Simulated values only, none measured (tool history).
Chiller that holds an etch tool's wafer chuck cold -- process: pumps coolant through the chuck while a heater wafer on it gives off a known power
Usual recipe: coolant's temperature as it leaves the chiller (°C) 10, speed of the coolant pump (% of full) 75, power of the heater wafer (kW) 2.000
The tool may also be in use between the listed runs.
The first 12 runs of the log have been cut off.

| run | hour | coolant's temperature as it leaves the chiller (°C) | speed of the coolant pump (% of full) | power of the heater wafer (kW) | hours since the coolant was changed and the channels were flushed | hours since the pump was overhauled | hours since the chiller's thermometer was calibrated | chuck's temperature once it has settled (°C) | how much warmer the coolant comes back (C) |
|---|---|---|---|---|---|---|---|---|---|
| 13 | 503.6 | 10 | 75 | 2.000 | 2624 | 572 | 2454 | 25.5 | 7.53 |
| 14 | 537.5 | 14 | 75 | 2.000 | 2658 | 606 | 2488 | 29.5 | 7.58 |
| 15 | 577.4 | 14 | 75 | 1.008 | 2698 | 645 | 2527 | 21.8 | 3.79 |
| 16 | 623.3 | 14 | 75 | 1.008 | 2744 | 691 | 2573 | 21.9 | 3.85 |
| 17 | 650.8 | 17 | 90 | 1.008 | 2772 | 719 | 2601 | 23.6 | 3.17 |
| 18 | 688.9 | 3 | 90 | 1.475 | 2810 | 757 | 2639 | 12.6 | 4.67 |
| 19 | 729.5 | 10 | 81 | 2.000 | 2850 | 798 | 2680 | 24.6 | 6.97 |
| 20 | 775.1 | 13 | 77 | 1.195 | 2896 | 843 | 2725 | 22.2 | 4.43 |
| 21 | 827.4 | 17 | 83 | 1.057 | 2948 | 895 | 2777 | 24.7 | 3.60 |
| 22 | 874.0 | 1 | 99 | 2.000 | 2995 | 942 | 2824 | 13.2 | 5.70 |
| 23 | 917.4 | 1 | 99 | 2.000 | 3038 | 985 | 2867 | 13.5 | 5.69 |
| 24 | 946.9 | 12 | 65 | 2.000 | 3068 | 1015 | 2897 | 29.7 | 8.81 |
| 25 | 997.9 | 8 | 86 | 2.378 | 3119 | 1066 | 2948 | 24.4 | 7.78 |
| 26 | 1038.0 | 9 | 75 | 2.771 | 3159 | 1106 | 2988 | 30.7 | 10.57 |
| 27 | 1070.5 | 2 | 66 | 2.000 | 3191 | 1139 | 3021 | 19.6 | 8.63 |
| 28 | 1095.9 | 9 | 62 | 1.085 | 3217 | 1164 | 3046 | 19.4 | 5.05 |
| 29 | 1136.4 | 5 | 90 | 1.633 | 3257 | 1205 | 3087 | 16.1 | 5.12 |
| 30 | 1163.4 | 10 | 88 | 1.125 | 3284 | 1231 | 3113 | 17.8 | 3.64 |
| 31 | 1213.1 | 10 | 88 | 1.125 | 3334 | 1281 | 3163 | 17.7 | 3.67 |

3 ways to go on from here, each from the tool as it stands after run 31. What would each give?
| A | 1265.2 | 10 | 75 | 1.231 | 3386 | 1333 | 3215 | ? | ? |
| B | 1265.2 | 5 | 74 | 2.026 | 3386 | 1333 | 3215 | ? | ? |
| C | 1265.2 | 12 | 69 | 1.782 | 3386 | 1333 | 3215 | ? | ? |

| run | chuck's temperature once it has settled (°C) | how much warmer the coolant comes back (C) |
|---|---|---|
| A | 19.6 | 4.73 |
| B | 21.3 | 7.88 |
| C | 27.1 | 7.38 |
What these runs would have given with no unlogged condition in the tool:
| run | chuck's temperature once it has settled (°C) | how much warmer the coolant comes back (C) |
|---|---|---|
| A | 18.8 | 4.66 |
| B | 20.1 | 7.77 |
| C | 25.9 | 7.28 |
